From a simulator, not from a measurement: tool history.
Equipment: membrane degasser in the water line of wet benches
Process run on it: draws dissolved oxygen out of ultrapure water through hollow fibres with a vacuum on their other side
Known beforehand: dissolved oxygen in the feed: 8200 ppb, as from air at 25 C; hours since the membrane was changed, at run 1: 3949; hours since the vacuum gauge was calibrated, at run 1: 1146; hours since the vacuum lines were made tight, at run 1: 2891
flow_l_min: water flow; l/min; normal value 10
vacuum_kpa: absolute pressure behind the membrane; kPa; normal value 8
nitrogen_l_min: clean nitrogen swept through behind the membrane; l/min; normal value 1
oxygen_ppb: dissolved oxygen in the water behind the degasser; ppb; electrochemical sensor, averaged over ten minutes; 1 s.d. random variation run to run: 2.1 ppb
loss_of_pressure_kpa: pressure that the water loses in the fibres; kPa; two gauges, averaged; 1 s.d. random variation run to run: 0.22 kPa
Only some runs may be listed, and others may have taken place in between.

run    hour  flow_l_min  vacuum_kpa  nitrogen_l_min  hours since the membrane was changed  hours since the vacuum gauge was calibrated  hours since the vacuum lines were made tight  oxygen_ppb  loss_of_pressure_kpa
  1       0          10           8               1                                  3949                                         1146                                          2891       217.4                 53.97
  2   100.5          10           8               1                                  4049                                         1246                                          2991       219.4                 54.38
  3   150.6          10           8               1                                  4099                                         1296                                          3041       218.2                 54.06
  4   232.5          10       14.15               1                                  4181                                         1378                                          3123       355.8                  54.1
  5   338.8          10       10.56               1                                  4288                                         1485                                          3230       280.8                  54.2
  6   404.8          10       10.56            0.59                                  4354                                         1551                                          3296       386.6                 54.75
  7   466.8          10           8               1                                  4416                                         1613                                          3358       216.9                 54.17
  8   528.9          11           8               1                                  4478                                         1675                                          3420       253.2                 59.37
  9   595.6          11           8               1                                  4544                                         1741                                          3486       252.4                  59.4
 10   661.8          11           8               1                                  4611                                         1808                                          3553       256.3                 60.04
 11   757.7          11           8               1                                  4706                                         1904                                          3649       255.8                 59.81
 12     805          10           8               1                                  4754                                         1951                                          3696       223.6                 54.28
      811.2  -- vacuum gauge calibrated
 13   861.5          10           8               1                                  4810                                           50                                          3752       222.2                 54.59
 14   957.6          10           8               1                                  4906                                          146                                          3848       220.2                 54.16
 15  1018.8          10           8               1                                  4967                                          208                                          3909       226.2                 53.72
 16  1071.4          10           8               1                                  5020                                          260                                          3962       223.7                 54.61
 17  1146.5          10           8               1                                  5095                                          335                                          4037       229.3                 54.29
     1151.5  -- vacuum gauge calibrated, once more
 18  1234.3          10           8               1                                  5182                                           83                                          4124       224.5                 54.13
 19  1299.8           9        7.87             2.8                                  5248                                          148                                          4190       128.9                 48.64
 20  1372.5          10           8            1.88                                  5320                                          221                                          4262       175.3                 54.05
 21    1419          10       12.26             0.8                                  5367                                          267                                          4309       373.9                 54.14
 22  1511.6           7        19.1            1.27                                  5459                                          360                                          4401       275.7                 38.26
 23  1581.8           7        19.1            1.27                                  5530                                          430                                          4472       276.1                 38.07
 24  1648.4          11           8            1.58                                  5596                                          497                                          4538       213.9                 59.47
 25  1723.5          12        8.13               1                                  5671                                          572                                          4613       292.7                 65.66
 26    1822          12        7.51            0.88                                  5770                                          670                                          4712       293.5                  65.6
 27    1877          12        8.23            1.35                                  5825                                          726                                          4767       264.5                 65.68
 28  1926.4          12        8.23            1.35                                  5874                                          775                                          4816       261.6                 65.62
 29  2028.1          14        7.17            2.54                                  5976                                          877                                          4918       257.6                 76.37
 30  2110.9           8         5.4            1.17                                  6059                                          959                                          5001       112.2                 43.35
 31  2188.6           8        5.21               1                                  6136                                         1037                                          5078       114.9                 43.76
       2245  -- seals of the vacuum lines changed
 32    2276          15       13.26            0.84                                  6222                                         1123                                            31       599.2                 82.46
 33  2320.1          15       13.26            0.84                                  6266                                         1167                                            75       593.7                 81.91

Table of differences, measured result less the result of that run with no hidden state. Run-to-run variation is the same in both. Gauge scatter possibly is not:
The tool's hidden condition here consists of: membrane still open, %; true pressure behind the membrane over the reading, kPa; air that leaks in behind the membrane, l/min; drift of the gauge itself on oxygen_ppb, %; drift of the gauge itself on loss_of_pressure_kpa, %.
run  oxygen_ppb  loss_of_pressure_kpa
  1       +13.8                 +1.33
  2       +14.5                 +1.38
  3       +14.6                  +1.4
  4       +18.7                 +1.43
  5       +17.4                 +1.47
  6       +19.1                 +1.49
  7         +16                  +1.5
  8       +18.5                 +1.68
  9       +18.7                  +1.7
 10       +19.3                 +1.74
 11       +19.8                 +1.76
 12       +18.1                 +1.62
 13       +18.6                 +1.64
 14       +18.8                 +1.68
 15       +19.6                 +1.69
 16       +19.6                 +1.72
 17       +20.5                 +1.74
 18       +19.8                 +1.78
 19       +15.2                 +1.61
 20       +18.8                 +1.82
 21       +25.7                 +1.83
 22       +23.8                 +1.31
 23       +24.1                 +1.32
 24       +22.5                  +2.1
 25       +26.8                 +2.34
 26       +27.4                 +2.37
 27       +26.9                  +2.4
 28       +26.8                 +2.42
 29       +30.1                 +2.87
 30       +15.9                 +1.65
 31       +16.5                 +1.68
 32       +31.2                 +3.22
 33       +31.3                 +3.23
